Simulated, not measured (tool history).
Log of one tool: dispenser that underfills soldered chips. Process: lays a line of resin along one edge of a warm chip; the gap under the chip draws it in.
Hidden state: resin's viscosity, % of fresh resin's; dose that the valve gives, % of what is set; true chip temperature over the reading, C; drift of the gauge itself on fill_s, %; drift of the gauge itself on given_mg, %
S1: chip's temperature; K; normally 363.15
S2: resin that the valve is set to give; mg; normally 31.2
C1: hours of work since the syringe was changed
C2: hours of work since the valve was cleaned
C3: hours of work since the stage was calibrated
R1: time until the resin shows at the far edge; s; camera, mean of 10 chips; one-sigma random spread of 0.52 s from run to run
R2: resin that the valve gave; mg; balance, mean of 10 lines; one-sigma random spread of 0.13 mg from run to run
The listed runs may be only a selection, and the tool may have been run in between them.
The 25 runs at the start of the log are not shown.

{"hour": 103.4, "done": "dispensing valve cleaned and set on the balance"}
{"run": 26, "hour": 105.2, "S1": 360.15, "S2": 29.1, "C1": 9, "C2": 1, "C3": 210, "R1": 96.1, "R2": 29.08}
{"hour": 107.2, "done": "new syringe of resin"}
{"run": 27, "hour": 108.6, "S1": 360.15, "S2": 29.1, "C1": 1, "C2": 4, "C3": 212, "R1": 53.7, "R2": 29.0}
{"run": 28, "hour": 112.7, "S1": 350.15, "S2": 35.7, "C1": 4, "C2": 7, "C3": 215, "R1": 101.0, "R2": 35.67}
{"run": 29, "hour": 118.8, "S1": 367.15, "S2": 31.2, "C1": 9, "C2": 11, "C3": 220, "R1": 70.8, "R2": 31.04}
{"hour": 120.9, "done": "new syringe of resin"}
{"run": 30, "hour": 123.1, "S1": 367.15, "S2": 31.2, "C1": 2, "C2": 14, "C3": 223, "R1": 38.7, "R2": 31.03}
{"run": 31, "hour": 129.0, "S1": 367.15, "S2": 31.2, "C1": 6, "C2": 19, "C3": 227, "R1": 55.8, "R2": 30.97}
{"run": 32, "hour": 133.8, "S1": 362.15, "S2": 34.5, "C1": 10, "C2": 22, "C3": 231, "R1": 91.4, "R2": 33.96}
{"hour": 134.6, "done": "new syringe of resin"}
{"run": 33, "hour": 139.6, "S1": 354.15, "S2": 27.1, "C1": 4, "C2": 26, "C3": 235, "R1": 85.0, "R2": 26.57}
{"run": 34, "hour": 142.3, "S1": 354.15, "S2": 27.1, "C1": 6, "C2": 28, "C3": 237, "R1": 99.3, "R2": 26.17}
{"run": 35, "hour": 146.9, "S1": 363.15, "S2": 27.0, "C1": 9, "C2": 32, "C3": 240, "R1": 89.9, "R2": 26.32}
{"hour": 148.1, "done": "new syringe of resin"}
{"run": 36, "hour": 151.8, "S1": 363.15, "S2": 27.0, "C1": 3, "C2": 35, "C3": 244, "R1": 54.3, "R2": 26.32}
{"run": 37, "hour": 157.3, "S1": 370.15, "S2": 27.8, "C1": 7, "C2": 39, "C3": 248, "R1": 55.1, "R2": 26.92}

Predict each of these 3 candidate next runs independently; none follows another, all start after run 37:
{"hour": 161.6, "done": "new syringe of resin"}
{"run": "A", "hour": 162.6, "S1": 363.15, "S2": 38.1, "C1": 1, "C2": 43, "C3": 252, "R1": "?", "R2": "?"}
{"hour": 161.6, "done": "new syringe of resin"}
{"run": "B", "hour": 162.6, "S1": 357.15, "S2": 39.5, "C1": 1, "C2": 43, "C3": 252, "R1": "?", "R2": "?"}
{"hour": 161.6, "done": "new syringe of resin"}
{"run": "C", "hour": 162.6, "S1": 378.15, "S2": 30.1, "C1": 1, "C2": 43, "C3": 252, "R1": "?", "R2": "?"}

run=A R1=42.4 R2=36.47
run=B R1=54.8 R2=38.26
run=C R1=23.7 R2=28.96
Had the tool no hidden state, the same runs would have come out as:
run=A R1=42.0 R2=37.76
run=B R1=54.4 R2=39.62
run=C R1=23.2 R2=29.98

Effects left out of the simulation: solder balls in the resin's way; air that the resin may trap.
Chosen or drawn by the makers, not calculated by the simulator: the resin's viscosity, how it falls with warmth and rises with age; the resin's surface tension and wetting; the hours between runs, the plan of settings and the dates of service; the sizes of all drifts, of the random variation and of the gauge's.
